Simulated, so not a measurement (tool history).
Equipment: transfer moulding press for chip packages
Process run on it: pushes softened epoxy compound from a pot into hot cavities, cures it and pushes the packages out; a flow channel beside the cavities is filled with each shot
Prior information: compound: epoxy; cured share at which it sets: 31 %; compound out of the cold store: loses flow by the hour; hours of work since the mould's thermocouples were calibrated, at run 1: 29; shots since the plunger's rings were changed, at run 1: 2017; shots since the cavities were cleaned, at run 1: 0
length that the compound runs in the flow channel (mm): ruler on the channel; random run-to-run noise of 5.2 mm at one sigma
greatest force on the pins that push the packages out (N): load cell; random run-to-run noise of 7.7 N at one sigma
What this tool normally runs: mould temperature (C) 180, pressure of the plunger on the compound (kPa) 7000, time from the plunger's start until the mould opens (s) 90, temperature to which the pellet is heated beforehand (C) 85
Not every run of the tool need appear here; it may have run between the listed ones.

run	hour	mould temperature (C)	pressure of the plunger on the compound (kPa)	time from the plunger's start until the mould opens (s)	temperature to which the pellet is heated beforehand (C)	hours of work since the mould's thermocouples were calibrated	shots since the plunger's rings were changed	shots since the cavities were cleaned	incoming compound's hours out of the cold store	length that the compound runs in the flow channel (mm)	greatest force on the pins that push the packages out (N)
1	0.0	180	7000	90	85	29	2017	0	38.9	699	330
2	7.3	180	7000	90	85	33	2100	83	42.5	699	396
3	20.3	180	7000	90	85	41	2247	230	39.3	688	454
4	31.6	180	7000	90	85	48	2376	359	39.6	694	509
5	37.8	180	7000	90	85	52	2446	429	19.6	739	566
6	50.7	180	7000	90	85	60	2593	576	15.7	759	599
7	58.7	180	7000	90	85	65	2684	667	37.5	695	593
8	64.7	180	7000	90	85	69	2751	734	30.9	719	646
# hour 68.2: cavities cleaned with cleaning compound and waxed
9	74.0	180	5300	90	85	74	2840	66	38.8	604	381
10	87.9	180	5300	90	85	82	2998	224	11.7	666	485
11	94.1	180	7000	90	82	86	3068	294	47.9	675	485
12	102.6	180	7000	90	84	91	3165	391	41.0	687	534
13	111.9	180	7000	90	84	97	3271	497	15.3	749	601
14	119.6	180	7000	90	84	102	3358	584	41.1	689	603
15	127.8	180	7000	90	84	107	3452	678	11.5	754	665
# hour 136.7: cavities cleaned with cleaning compound and waxed
16	137.4	180	7000	90	84	112	3544	9	28.8	711	351
17	149.8	180	7000	99	84	120	3685	150	37.5	677	380
18	156.1	175	7000	72	90	124	3756	221	15.0	748	1063
19	166.7	175	7660	96	90	130	3876	341	14.0	789	647
20	175.3	180	7000	90	78	135	3974	439	9.6	751	583
21	182.9	180	7600	124	85	140	4061	526	43.4	699	447
22	190.0	186	7000	79	85	144	4141	606	43.3	653	541
# hour 205.3: cavities cleaned with cleaning compound and waxed
23	205.3	186	7000	79	85	153	4298	0	37.0	667	322
24	219.3	186	7000	79	85	162	4456	158	23.1	701	412
25	227.2	180	7910	79	89	167	4546	248	26.7	737	623
26	236.0	180	7000	79	81	172	4646	348	11.8	744	714
27	242.3	180	7000	74	85	176	4718	420	22.2	708	845
28	255.4	180	7000	74	85	184	4866	568	22.7	710	894
29	261.7	177	7610	113	85	188	4938	640	34.3	714	518
30	268.2	177	6440	113	85	192	5012	714	35.3	646	527

For some of the steps in length that the compound runs in the flow channel (mm) from one run to the next: how much would appear even if the tool had no hidden state, given the settings, what came in and random variation, and how much remains for the hidden state plus any gauge scatter that the measured result and the result without hidden state don't share?
The hidden state here: true mould temperature over the reading, C; pressure that reaches the compound, % of what is set; grip of the stained cavities, % over clean ones'; drift of the gauge itself on flow_mm, %; drift of the gauge itself on push_out_n, %.
Run 8 -> 9: pressure of the plunger on the compound (kPa) 7000 -> 5300, cavities cleaned with cleaning compound and waxed. length that the compound runs in the flow channel (mm) -115: hidden state +4, all else -119.
Run 9 -> 10: settings left as they were, no log entry in between. length that the compound runs in the flow channel (mm) +62: hidden state -5, all else +67.
Run 12 -> 13: settings left as they were, no log entry in between. length that the compound runs in the flow channel (mm) +62: hidden state -5, all else +67.
Run 17 -> 18: mould temperature (C) 180 -> 175, time from the plunger's start until the mould opens (s) 99 -> 72, temperature to which the pellet is heated beforehand (C) 84 -> 90. length that the compound runs in the flow channel (mm) +71: hidden state -6, all else +77.
Run 29 -> 30: pressure of the plunger on the compound (kPa) 7610 -> 6440. length that the compound runs in the flow channel (mm) -68: hidden state +4, all else -72.

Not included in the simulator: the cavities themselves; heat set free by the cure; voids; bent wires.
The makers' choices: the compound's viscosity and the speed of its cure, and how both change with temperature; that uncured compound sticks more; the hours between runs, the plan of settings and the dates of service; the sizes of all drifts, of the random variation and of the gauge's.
